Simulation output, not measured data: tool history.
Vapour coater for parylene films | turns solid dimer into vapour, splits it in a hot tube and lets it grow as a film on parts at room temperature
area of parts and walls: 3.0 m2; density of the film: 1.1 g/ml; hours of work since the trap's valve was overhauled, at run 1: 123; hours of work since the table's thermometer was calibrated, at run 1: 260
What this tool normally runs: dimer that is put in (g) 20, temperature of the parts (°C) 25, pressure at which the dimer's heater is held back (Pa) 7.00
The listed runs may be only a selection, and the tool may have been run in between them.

run,hour,dimer that is put in (g),temperature of the parts (°C),pressure at which the dimer's heater is held back (Pa),hours of work since the trap's valve was overhauled,hours of work since the table's thermometer was calibrated,thickness of the film (nm)
1,0.0,20,25,7.00,123,260,2880
2,9.4,20,25,7.00,129,266,2887
3,17.1,20,37,7.00,134,271,1755
4,26.1,20,25,7.00,139,277,2876
5,41.2,20,25,7.00,149,286,2879
6,52.6,20,25,7.00,156,293,2868
7,59.2,14,30,5.65,160,297,1713
8,66.7,14,30,5.65,165,302,1717
9,76.8,21,18,2.24,171,308,5332
10,87.8,21,28,10.27,178,315,2423
11,95.6,21,28,10.27,183,320,2409
12,108.2,21,28,10.27,191,328,2415

Predict each of these 4 candidate next runs independently; none follows another, all start after run 12:
A,118.3,12,18,8.41,197,335,?
B,118.3,9,35,8.01,197,335,?
C,118.3,29,25,7.73,197,335,?
D,118.3,21,27,2.41,197,335,?

run,thickness of the film (nm)
A,2195
B,828
C,4050
D,3601
Without the tool's hidden state the same runs would have given:
run,thickness of the film (nm)
A,2235
B,843
C,4123
D,3665
